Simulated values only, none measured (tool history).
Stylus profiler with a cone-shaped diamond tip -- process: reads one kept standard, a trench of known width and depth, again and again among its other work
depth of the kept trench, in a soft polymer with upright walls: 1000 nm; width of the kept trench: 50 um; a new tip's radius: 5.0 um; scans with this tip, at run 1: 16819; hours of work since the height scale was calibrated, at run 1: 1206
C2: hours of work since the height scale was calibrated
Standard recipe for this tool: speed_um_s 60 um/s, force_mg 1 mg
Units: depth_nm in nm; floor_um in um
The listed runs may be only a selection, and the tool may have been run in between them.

{"run": 1, "hour": 0.0, "speed_um_s": 60, "force_mg": 1, "scans with this tip": 16819, "C2": 1206, "depth_nm": 1004.35, "floor_um": 43.47}
{"run": 2, "hour": 70.9, "speed_um_s": 60, "force_mg": 1, "scans with this tip": 17583, "C2": 1261, "depth_nm": 1003.73, "floor_um": 43.5}
{"run": 3, "hour": 144.8, "speed_um_s": 109, "force_mg": 1, "scans with this tip": 18378, "C2": 1318, "depth_nm": 1004.09, "floor_um": 43.13}
{"run": 4, "hour": 189.6, "speed_um_s": 40, "force_mg": 1, "scans with this tip": 18860, "C2": 1353, "depth_nm": 1004.08, "floor_um": 43.69}
{"run": 5, "hour": 242.7, "speed_um_s": 76, "force_mg": 1, "scans with this tip": 19431, "C2": 1394, "depth_nm": 1003.76, "floor_um": 43.36}
{"run": 6, "hour": 287.8, "speed_um_s": 76, "force_mg": 1, "scans with this tip": 19918, "C2": 1428, "depth_nm": 1003.99, "floor_um": 43.35}
{"run": 7, "hour": 335.1, "speed_um_s": 76, "force_mg": 1, "scans with this tip": 20426, "C2": 1465, "depth_nm": 1004.07, "floor_um": 43.39}
{"run": 8, "hour": 374.2, "speed_um_s": 60, "force_mg": 1, "scans with this tip": 20847, "C2": 1495, "depth_nm": 1003.84, "floor_um": 43.47}
{"run": 9, "hour": 446.4, "speed_um_s": 60, "force_mg": 1, "scans with this tip": 21625, "C2": 1551, "depth_nm": 1003.77, "floor_um": 43.44}
{"run": 10, "hour": 498.9, "speed_um_s": 60, "force_mg": 1, "scans with this tip": 22189, "C2": 1591, "depth_nm": 1003.62, "floor_um": 43.5}
{"run": 11, "hour": 567.7, "speed_um_s": 60, "force_mg": 1, "scans with this tip": 22930, "C2": 1644, "depth_nm": 1004.01, "floor_um": 43.43}
{"run": 12, "hour": 637.5, "speed_um_s": 60, "force_mg": 1, "scans with this tip": 23681, "C2": 1698, "depth_nm": 1003.92, "floor_um": 43.46}
{"run": 13, "hour": 699.2, "speed_um_s": 60, "force_mg": 0.87, "scans with this tip": 24345, "C2": 1746, "depth_nm": 1003.96, "floor_um": 43.5}
{"run": 14, "hour": 751.5, "speed_um_s": 60, "force_mg": 1, "scans with this tip": 24908, "C2": 1786, "depth_nm": 1003.74, "floor_um": 43.49}
{"run": 15, "hour": 827.0, "speed_um_s": 60, "force_mg": 1, "scans with this tip": 25721, "C2": 1845, "depth_nm": 1003.93, "floor_um": 43.5}
{"run": 16, "hour": 876.0, "speed_um_s": 60, "force_mg": 1, "scans with this tip": 26249, "C2": 1882, "depth_nm": 1003.94, "floor_um": 43.48}
{"run": 17, "hour": 938.9, "speed_um_s": 60, "force_mg": 0.97, "scans with this tip": 26926, "C2": 1931, "depth_nm": 1004, "floor_um": 43.46}
{"run": 18, "hour": 1010.0, "speed_um_s": 60, "force_mg": 0.97, "scans with this tip": 27690, "C2": 1986, "depth_nm": 1003.97, "floor_um": 43.45}
{"run": 19, "hour": 1076.8, "speed_um_s": 38, "force_mg": 0.97, "scans with this tip": 28409, "C2": 2037, "depth_nm": 1003.81, "floor_um": 43.67}
{"hour": 1125.1, "done": "height scale calibrated on a step standard"}
{"run": 20, "hour": 1129.9, "speed_um_s": 38, "force_mg": 0.97, "scans with this tip": 28975, "C2": 4, "depth_nm": 1003.87, "floor_um": 43.69}
{"run": 21, "hour": 1202.6, "speed_um_s": 60, "force_mg": 1, "scans with this tip": 29758, "C2": 60, "depth_nm": 1003.97, "floor_um": 43.46}
{"run": 22, "hour": 1244.0, "speed_um_s": 60, "force_mg": 1, "scans with this tip": 30203, "C2": 92, "depth_nm": 1003.78, "floor_um": 43.46}
{"run": 23, "hour": 1284.0, "speed_um_s": 60, "force_mg": 1, "scans with this tip": 30634, "C2": 123, "depth_nm": 1004, "floor_um": 43.47}
{"run": 24, "hour": 1352.1, "speed_um_s": 60, "force_mg": 1, "scans with this tip": 31368, "C2": 175, "depth_nm": 1003.77, "floor_um": 43.45}
{"run": 25, "hour": 1387.3, "speed_um_s": 38, "force_mg": 0.39, "scans with this tip": 31746, "C2": 202, "depth_nm": 1002.11, "floor_um": 43.47}
{"run": 26, "hour": 1464.8, "speed_um_s": 24, "force_mg": 0.51, "scans with this tip": 32580, "C2": 262, "depth_nm": 1002.43, "floor_um": 43.73}
{"run": 27, "hour": 1510.8, "speed_um_s": 117, "force_mg": 1.91, "scans with this tip": 33075, "C2": 298, "depth_nm": 1005.68, "floor_um": 43.27}
{"run": 28, "hour": 1544.4, "speed_um_s": 41, "force_mg": 1.4, "scans with this tip": 33437, "C2": 324, "depth_nm": 1005.16, "floor_um": 43.66}
{"run": 29, "hour": 1617.0, "speed_um_s": 91, "force_mg": 0.39, "scans with this tip": 34218, "C2": 380, "depth_nm": 1002.1, "floor_um": 42.73}
{"run": 30, "hour": 1657.5, "speed_um_s": 91, "force_mg": 0.39, "scans with this tip": 34654, "C2": 411, "depth_nm": 1002.18, "floor_um": 42.75}
{"run": 31, "hour": 1728.3, "speed_um_s": 96, "force_mg": 1.24, "scans with this tip": 35416, "C2": 466, "depth_nm": 1004.68, "floor_um": 43.26}
{"run": 32, "hour": 1761.3, "speed_um_s": 26, "force_mg": 1.79, "scans with this tip": 35772, "C2": 491, "depth_nm": 1005.93, "floor_um": 43.8}
{"run": 33, "hour": 1795.9, "speed_um_s": 73, "force_mg": 0.34, "scans with this tip": 36144, "C2": 518, "depth_nm": 1002.02, "floor_um": 42.89}
{"run": 34, "hour": 1854.7, "speed_um_s": 73, "force_mg": 0.34, "scans with this tip": 36776, "C2": 563, "depth_nm": 1002.36, "floor_um": 42.96}
{"run": 35, "hour": 1887.3, "speed_um_s": 50, "force_mg": 0.76, "scans with this tip": 37127, "C2": 588, "depth_nm": 1003.51, "floor_um": 43.47}
{"run": 36, "hour": 1923.1, "speed_um_s": 50, "force_mg": 0.76, "scans with this tip": 37513, "C2": 616, "depth_nm": 1003.32, "floor_um": 43.45}
{"hour": 1939.3, "done": "new tip fitted, height scale calibrated"}
{"run": 37, "hour": 1994.4, "speed_um_s": 25, "force_mg": 0.66, "scans with this tip": 593, "C2": 43, "depth_nm": 1002.68, "floor_um": 43.77}
{"run": 38, "hour": 2065.3, "speed_um_s": 235, "force_mg": 3, "scans with this tip": 1356, "C2": 97, "depth_nm": 1007.98, "floor_um": 42.9}
{"run": 39, "hour": 2120.8, "speed_um_s": 138, "force_mg": 0.68, "scans with this tip": 1953, "C2": 140, "depth_nm": 1002.84, "floor_um": 42.56}
{"run": 40, "hour": 2194.9, "speed_um_s": 135, "force_mg": 0.45, "scans with this tip": 2751, "C2": 197, "depth_nm": 1002.19, "floor_um": 42.3}
{"run": 41, "hour": 2227.5, "speed_um_s": 23, "force_mg": 1, "scans with this tip": 3102, "C2": 223, "depth_nm": 1004.17, "floor_um": 43.78}
{"run": 42, "hour": 2277.3, "speed_um_s": 23, "force_mg": 1, "scans with this tip": 3638, "C2": 261, "depth_nm": 1003.81, "floor_um": 43.82}
{"run": 43, "hour": 2336.7, "speed_um_s": 45, "force_mg": 1.66, "scans with this tip": 4277, "C2": 307, "depth_nm": 1005.57, "floor_um": 43.7}
{"run": 44, "hour": 2375.8, "speed_um_s": 45, "force_mg": 1.66, "scans with this tip": 4698, "C2": 337, "depth_nm": 1005.25, "floor_um": 43.76}
{"run": 45, "hour": 2408.9, "speed_um_s": 45, "force_mg": 1.66, "scans with this tip": 5054, "C2": 362, "depth_nm": 1005.58, "floor_um": 43.73}

What if the next run were any one of these 5? Each begins from the tool's condition after run 45:
{"run": "A", "hour": 2451.5, "speed_um_s": 60, "force_mg": 0.72, "scans with this tip": 5512, "C2": 395, "depth_nm": "?", "floor_um": "?"}
{"run": "B", "hour": 2451.5, "speed_um_s": 60, "force_mg": 0.45, "scans with this tip": 5512, "C2": 395, "depth_nm": "?", "floor_um": "?"}
{"run": "C", "hour": 2451.5, "speed_um_s": 229, "force_mg": 2.81, "scans with this tip": 5512, "C2": 395, "depth_nm": "?", "floor_um": "?"}
{"run": "D", "hour": 2451.5, "speed_um_s": 23, "force_mg": 0.97, "scans with this tip": 5512, "C2": 395, "depth_nm": "?", "floor_um": "?"}
{"run": "E", "hour": 2451.5, "speed_um_s": 45, "force_mg": 0.6, "scans with this tip": 5512, "C2": 395, "depth_nm": "?", "floor_um": "?"}

run=A depth_nm=1003.22 floor_um=43.42
run=B depth_nm=1002.25 floor_um=43.26
run=C depth_nm=1007.79 floor_um=42.83
run=D depth_nm=1003.96 floor_um=43.86
run=E depth_nm=1002.81 floor_um=43.51
Stripped of hidden state, with their random variation kept, the same runs would have yielded:
run=A depth_nm=1003.21 floor_um=43.43
run=B depth_nm=1002.25 floor_um=43.27
run=C depth_nm=1007.78 floor_um=42.84
run=D depth_nm=1003.96 floor_um=43.87
run=E depth_nm=1002.8 floor_um=43.52
